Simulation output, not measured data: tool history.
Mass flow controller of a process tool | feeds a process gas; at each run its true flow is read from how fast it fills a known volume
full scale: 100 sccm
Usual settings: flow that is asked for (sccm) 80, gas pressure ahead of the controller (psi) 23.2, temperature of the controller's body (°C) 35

run,day,flow that is asked for (sccm),gas pressure ahead of the controller (psi),temperature of the controller's body (°C),true flow (%)
1,0,80,23.2,35,98.53
2,6.604,80,23.2,35,98.36
3,11.9,80,23.2,35,98.43
4,17.662,80,23.2,35,98.37
5,25.642,80,23.2,35,98.17
6,31.25,80,23.2,35,98.18
7,38.067,80,23.2,35,98.01
8,45.617,80,23.2,35,98.04
9,53.433,80,23.2,35,97.94
10,58.908,80,23.2,23,98.91
11,66.279,80,23.2,23,98.94
12,72.646,80,23.2,23,98.7
13,76.108,54,23.2,37,97
14,82.129,54,23.2,34,97.28
15,86.371,23,25.4,38,96.25
16,94.338,10,37.7,28,97.2
17,97.942,13,23.2,35,96.02
18,105.512,13,26,20,97.48
19,110.592,17,35.8,37,96.1
20,115.742,80,22.9,37,96.94
21,121.033,89,27.6,35,97.32
22,127.025,89,27.6,35,97.27
23,135.275,89,27.6,35,97.12

Forecast each of these 5 alternatives for the next run:
A,141.379,16,21.8,35,?
B,141.379,89,27.6,34,?
C,141.379,89,27.6,20,?
D,141.379,73,27,35,?
E,141.379,64,23.2,38,?

run,true flow (%)
A,95.91
B,97.28
C,98.65
D,96.87
E,96.31
Without the tool's hidden state the same runs would have given:
run,true flow (%)
A,97.51
B,98.91
C,100.31
D,98.5
E,97.93
